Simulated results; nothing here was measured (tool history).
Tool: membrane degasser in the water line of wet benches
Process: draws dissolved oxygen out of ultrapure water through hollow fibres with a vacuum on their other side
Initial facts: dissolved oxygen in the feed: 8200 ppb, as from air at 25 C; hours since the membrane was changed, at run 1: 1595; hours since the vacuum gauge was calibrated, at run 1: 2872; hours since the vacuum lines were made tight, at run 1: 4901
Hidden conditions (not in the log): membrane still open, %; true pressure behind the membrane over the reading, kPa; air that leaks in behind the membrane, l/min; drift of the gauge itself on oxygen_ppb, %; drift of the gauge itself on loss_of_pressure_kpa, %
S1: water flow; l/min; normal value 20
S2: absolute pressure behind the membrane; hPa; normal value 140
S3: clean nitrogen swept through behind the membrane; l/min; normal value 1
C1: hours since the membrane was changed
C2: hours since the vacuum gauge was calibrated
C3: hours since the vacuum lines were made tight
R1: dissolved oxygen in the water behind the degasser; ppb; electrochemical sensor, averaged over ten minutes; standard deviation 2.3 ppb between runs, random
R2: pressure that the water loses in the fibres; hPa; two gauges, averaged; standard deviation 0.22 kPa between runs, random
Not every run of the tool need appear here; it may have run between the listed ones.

run   hour  S1   S2    S3    C1    C2    C3     R1     R2
  1      0  20  140     1  1595  2872  4901  486.4  518.1
  2   49.5  20  140     1  1644  2921  4950  482.5  518.7
  3  127.3  20  140  2.21  1722  2999  5028  250.9  513.3
  4  193.8  20  140     1  1789  3066  5095  486.9  517.6
  5  269.4  20  140     1  1864  3141  5170  481.2  515.7
  6  326.5  20  174     1  1921  3198  5227  615.5  514.8
  7  368.4  20  174     1  1963  3240  5269  609.5  512.8
  8  447.9  20  140  2.08  2043  3320  5349  265.5  517.8
  9  483.5  16  140  2.11  2078  3355  5384  203.7  415.9

Expected results for the next run?
 10  516.4  14  302  2.52  2111  3388  5417   ?   ?

Logged for run 10: R1 356.7 ppb, R2 359.3 hPa.
Had the tool carried no hidden state, the very same run would have given R1 361.5 ppb, R2 359.2 hPa.
